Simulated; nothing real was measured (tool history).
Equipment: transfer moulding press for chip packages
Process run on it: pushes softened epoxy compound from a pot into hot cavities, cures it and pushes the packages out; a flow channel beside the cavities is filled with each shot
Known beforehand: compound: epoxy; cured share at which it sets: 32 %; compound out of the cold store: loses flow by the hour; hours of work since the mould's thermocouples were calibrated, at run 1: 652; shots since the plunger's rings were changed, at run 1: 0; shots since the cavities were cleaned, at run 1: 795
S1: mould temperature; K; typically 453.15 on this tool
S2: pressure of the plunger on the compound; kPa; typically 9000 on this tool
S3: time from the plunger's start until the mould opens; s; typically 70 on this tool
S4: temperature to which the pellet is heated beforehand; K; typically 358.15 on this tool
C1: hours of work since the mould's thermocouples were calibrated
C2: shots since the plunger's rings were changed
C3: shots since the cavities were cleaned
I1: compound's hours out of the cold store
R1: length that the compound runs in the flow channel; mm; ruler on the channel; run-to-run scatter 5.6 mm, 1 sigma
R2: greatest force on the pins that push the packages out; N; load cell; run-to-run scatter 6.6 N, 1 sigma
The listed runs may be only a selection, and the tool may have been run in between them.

Run 1, hour 0: usual settings; C1 652; C2 0; C3 795; I1 18. Result: R1 599 mm, R2 463 N.
At hour 20: cavities cleaned with cleaning compound and waxed.
Run 2, hour 72.8: usual settings; C1 705; C2 1437; C3 1065; I1 34.5. Result: R1 559 mm, R2 487 N.
At hour 79.2: cavities cleaned with cleaning compound and waxed.
At hour 98.7: mould's thermocouples calibrated.
At hour 141: cavities cleaned with cleaning compound and waxed.
Run 3, hour 156.5: usual settings but S3 51 s; C1 42; C2 3021; C3 312; I1 33.7. Result: R1 549 mm, R2 706 N.
At hour 205.2: cavities cleaned with cleaning compound and waxed.
Run 4, hour 205.2: usual settings but S3 51 s; C1 77; C2 3972; C3 0; I1 22.7. Result: R1 564 mm, R2 557 N.
At hour 267.6: cavities cleaned with cleaning compound and waxed.
Run 5, hour 267.6: usual settings; C1 122; C2 5199; C3 0; I1 29.1. Result: R1 537 mm, R2 257 N.
At hour 274.8: plunger's sealing rings changed.
At hour 329.5: cavities cleaned with cleaning compound and waxed.
Run 6, hour 335: usual settings; C1 169; C2 1182; C3 109; I1 27.1. Result: R1 580 mm, R2 285 N.
Run 7, hour 385.8: usual settings; C1 207; C2 2206; C3 1133; I1 17.6. Result: R1 580 mm, R2 466 N.
At hour 390.6: cavities cleaned with cleaning compound and waxed.
At hour 456.3: cavities cleaned with cleaning compound and waxed.
Run 8, hour 466.7: usual settings; C1 265; C2 3776; C3 210; I1 34.6. Result: R1 541 mm, R2 319 N.
Run 9, hour 513.9: usual settings but S1 450.15 K; C1 300; C2 4726; C3 1160; I1 20.7. Result: R1 561 mm, R2 594 N.
At hour 521.2: cavities cleaned with cleaning compound and waxed.
At hour 544.3: plunger's sealing rings changed.
Run 10, hour 554: usual settings but S1 450.15 K; C1 327; C2 196; C3 610; I1 48. Result: R1 560 mm, R2 494 N.
At hour 584.1: cavities cleaned with cleaning compound and waxed.
Run 11, hour 591.2: usual settings but S4 367.15 K; C1 354; C2 915; C3 143; I1 38.3. Result: R1 565 mm, R2 292 N.
At hour 646.2: cavities cleaned with cleaning compound and waxed.
Run 12, hour 660.1: usual settings but S3 93 s; C1 404; C2 2272; C3 280; I1 43.4. Result: R1 540 mm, R2 245 N.
At hour 709.6: cavities cleaned with cleaning compound and waxed.
Run 13, hour 736: usual settings but S3 93 s; C1 459; C2 3772; C3 533; I1 13.8. Result: R1 576 mm, R2 288 N.
At hour 773.4: cavities cleaned with cleaning compound and waxed.
Run 14, hour 776.3: usual settings but S3 93 s, S4 367.15 K; C1 488; C2 4553; C3 59; I1 23.5. Result: R1 549 mm, R2 206 N.
At hour 814.2: plunger's sealing rings changed.
Run 15, hour 822.4: usual settings but S1 457.15 K, S3 71 s; C1 520; C2 166; C3 938; I1 13. Result: R1 602 mm, R2 353 N.
At hour 835.1: cavities cleaned with cleaning compound and waxed.
At hour 894.3: cavities cleaned with cleaning compound and waxed.
Run 16, hour 898.4: usual settings but S2 10620 kPa, S4 363.15 K; C1 575; C2 1636; C3 82; I1 32.9. Result: R1 606 mm, R2 287 N.
Run 17, hour 949.7: usual settings but S2 7400 kPa, S4 364.15 K; C1 613; C2 2669; C3 1115; I1 31.7. Result: R1 502 mm, R2 466 N.
At hour 958.4: cavities cleaned with cleaning compound and waxed.
Run 18, hour 1010.4: usual settings but S2 7400 kPa, S4 364.15 K; C1 657; C2 3862; C3 1048; I1 41.5. Result: R1 491 mm, R2 466 N.
At hour 1018.3: cavities cleaned with cleaning compound and waxed.
Run 19, hour 1052.1: usual settings but S1 460.15 K, S2 7400 kPa, S4 357.15 K; C1 687; C2 4672; C3 682; I1 17.8. Result: R1 492 mm, R2 321 N.
At hour 1081.8: cavities cleaned with cleaning compound and waxed.
At hour 1091.7: plunger's sealing rings changed.
Run 20, hour 1095.2: usual settings but S1 455.15 K, S2 9690 kPa, S4 349.15 K; C1 716; C2 69; C3 219; I1 15.9. Result: R1 628 mm, R2 310 N.
At hour 1103.6: mould's thermocouples calibrated.
At hour 1147.1: cavities cleaned with cleaning compound and waxed.
Run 21, hour 1160.9: usual settings but S1 458.15 K, S2 8480 kPa, S3 76 s, S4 348.15 K; C1 42; C2 1323; C3 278; I1 47.8. Result: R1 503 mm, R2 257 N.
Run 22, hour 1202.7: usual settings but S1 454.15 K, S2 7880 kPa; C1 73; C2 2164; C3 1119; I1 43.8. Result: R1 503 mm, R2 446 N.
At hour 1210.2: cavities cleaned with cleaning compound and waxed.
Run 23, hour 1249.8: usual settings but S1 454.15 K, S2 7880 kPa, S3 87 s, S4 368.15 K; C1 107; C2 3084; C3 798; I1 11.8. Result: R1 544 mm, R2 315 N.

Alternative continuations, all from the tool just after run 23; predict every row:
At hour 1274.2: cavities cleaned with cleaning compound and waxed.
Run A, hour 1319.7: usual settings but S1 447.15 K, S2 8060 kPa, S3 87 s, S4 367.15 K; C1 157; C2 4462; C3 918; I1 42.4. Result: R1 ?, R2 ?.
At hour 1274.2: cavities cleaned with cleaning compound and waxed.
Run B, hour 1319.7: usual settings but S1 454.15 K, S2 7880 kPa, S3 87 s, S4 366.15 K; C1 157; C2 4462; C3 918; I1 17.4. Result: R1 ?, R2 ?.
At hour 1274.2: cavities cleaned with cleaning compound and waxed.
Run C, hour 1319.7: usual settings but S1 449.15 K, S3 76 s, S4 359.15 K; C1 157; C2 4462; C3 918; I1 13.8. Result: R1 ?, R2 ?.
At hour 1274.2: cavities cleaned with cleaning compound and waxed.
Run D, hour 1319.7: usual settings but S2 8160 kPa, S4 350.15 K; C1 157; C2 4462; C3 918; I1 25.4. Result: R1 ?, R2 ?.

run   R1   R2
  A  508  442
  B  518  343
  C  581  530
  D  524  472
With the hidden condition removed and each run's random variation left untouched, the same runs would have given:
run   R1   R2
  A  551  252
  B  564  200
  C  632  297
  D  569  265
